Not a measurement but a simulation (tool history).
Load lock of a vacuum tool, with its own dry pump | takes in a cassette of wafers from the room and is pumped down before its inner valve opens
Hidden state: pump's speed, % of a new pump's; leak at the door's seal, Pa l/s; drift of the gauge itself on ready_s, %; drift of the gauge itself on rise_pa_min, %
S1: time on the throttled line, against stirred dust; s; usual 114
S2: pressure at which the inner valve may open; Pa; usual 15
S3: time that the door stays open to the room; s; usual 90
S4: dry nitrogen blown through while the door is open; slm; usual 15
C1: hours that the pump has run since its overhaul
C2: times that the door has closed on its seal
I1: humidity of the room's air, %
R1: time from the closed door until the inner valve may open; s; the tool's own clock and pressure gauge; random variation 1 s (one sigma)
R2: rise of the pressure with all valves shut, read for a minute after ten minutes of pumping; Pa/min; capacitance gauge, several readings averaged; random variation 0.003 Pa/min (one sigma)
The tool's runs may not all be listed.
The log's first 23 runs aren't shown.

run	hour	S1	S2	S3	S4	C1	C2	I1	R1	R2
24	1566.6	196	16	90	6	5435	2760	46.8	235.5	0.049
25	1619.7	196	16	90	6	5489	2839	46.1	238.5	0.044
26	1673.9	71	16	90	6	5543	2920	45.5	126.2	0.042
27	1760.4	71	16	39	7	5629	3049	42.7	125.4	0.037
28	1838.2	71	16	39	7	5707	3166	42.8	126.7	0.028
29	1916.7	133	14	90	15	5786	3283	45.1	180.9	0.034
30	1962.4	124	26	90	7	5831	3351	46.1	169	0.042
31	2015.7	62	26	233	7	5884	3431	41	115	0.053
32	2105.4	67	18	137	40	5974	3565	46.5	122.5	0.027
33	2151	67	18	137	40	6020	3633	45.3	122.4	0.026
34	2233.5	60	24	58	10	6102	3757	43.5	113	0.037
35	2328.2	114	10	90	25	6197	3898	45.3	167.4	0.03
36	2426.2	114	10	58	25	6295	4044	48.4	170.1	0.03

Forecast each of these 5 alternatives for the next run:
A	2498.5	223	15	90	15	6367	4153	45.8	?	?
B	2498.5	72	15	90	15	6367	4153	42.8	?	?
C	2498.5	208	10	182	24	6367	4153	43.1	?	?
D	2498.5	129	15	90	15	6367	4153	42.8	?	?
E	2498.5	114	15	25	15	6367	4153	45.2	?	?

run	R1	R2
A	261	0.04
B	128	0.036
C	252.6	0.038
D	179.6	0.044
E	166.5	0.029
Without the tool's hidden state the same runs would have given:
run	R1	R2
A	257.3	0.03
B	122.5	0.026
C	248.2	0.028
D	174.7	0.035
E	161.5	0.019
